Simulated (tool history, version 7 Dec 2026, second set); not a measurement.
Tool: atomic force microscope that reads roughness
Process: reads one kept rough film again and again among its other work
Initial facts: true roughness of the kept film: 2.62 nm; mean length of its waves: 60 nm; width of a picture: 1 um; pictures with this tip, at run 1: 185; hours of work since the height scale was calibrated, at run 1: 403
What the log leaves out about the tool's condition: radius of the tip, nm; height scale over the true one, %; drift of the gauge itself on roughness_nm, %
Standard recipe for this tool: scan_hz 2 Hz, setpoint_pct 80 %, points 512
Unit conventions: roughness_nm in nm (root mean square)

run	hour	scan_hz	setpoint_pct	points	pictures with this tip	hours of work since the height scale was calibrated	roughness_nm
1	0	2	80	512	185	403	2.259
2	10.1	2	80	512	209	411	2.247
3	25.8	2	80	512	247	423	2.253
4	39.4	2	55	512	279	434	2.368
# hour 50.8: new tip fitted
5	50.9	2	55	512	0	442	2.492
6	61.2	2	55	512	25	450	2.495
7	76.4	2	56	512	61	462	2.477
8	83.9	2	56	512	79	468	2.458
9	93.4	2	56	512	101	476	2.445
10	105.9	2	56	512	131	485	2.456
11	114.6	2	56	512	152	492	2.444
12	123	2	56	512	172	499	2.43
13	132.9	2	80	512	196	507	2.254
14	146	2	80	512	227	517	2.251
15	161.8	2	56	512	265	529	2.389
16	170.3	2	56	512	286	536	2.39
# hour 180: new tip fitted
17	183.5	2	63	512	8	546	2.478
18	197.3	2	63	512	41	557	2.453
19	205.5	0.73	69	322	61	563	2.478
20	212.5	2.76	86	395	77	568	2.129
21	226.3	2	85	1016	111	579	2.247
22	233	2.43	69	834	127	584	2.355
23	242.2	0.96	80	776	149	592	2.378
24	249.6	0.96	80	372	166	597	2.388
25	262.6	2	89	670	197	608	2.138
26	277.1	2	89	670	232	619	2.139
27	289.8	2	89	670	263	629	2.125
28	298.9	2	89	670	284	636	2.133
# hour 309.4: new tip fitted
29	311.6	3.03	80	850	6	646	2.227
30	324	0.76	65	699	35	655	2.504
31	330.8	0.76	65	599	52	661	2.483
32	339.2	0.76	65	599	72	667	2.487
33	348.5	2.48	68	512	94	674	2.375
34	358.2	0.81	68	512	117	682	2.448

Across each entry between runs, compare the hidden state at the last listed run before it with the hidden state at the first listed run after it:
Run 4 -> run 5: new tip fitted (hour 50.8)
  radius of the tip, nm: 24 -> 7; height scale over the true one, %: -0.21 -> -0.22
  measured value less the no-hidden-state value, roughness_nm: -0.119 -> -0.006 nm (root mean square)
Run 16 -> run 17: new tip fitted (hour 180)
  radius of the tip, nm: 23.4 -> 7.9; height scale over the true one, %: -0.25 -> -0.26
  measured value less the no-hidden-state value, roughness_nm: -0.117 -> -0.013 nm (root mean square)
Run 28 -> run 29: new tip fitted (hour 309.4)
  radius of the tip, nm: 23.9 -> 7.6
  measured value less the no-hidden-state value, roughness_nm: -0.107 -> -0.01 nm (root mean square)
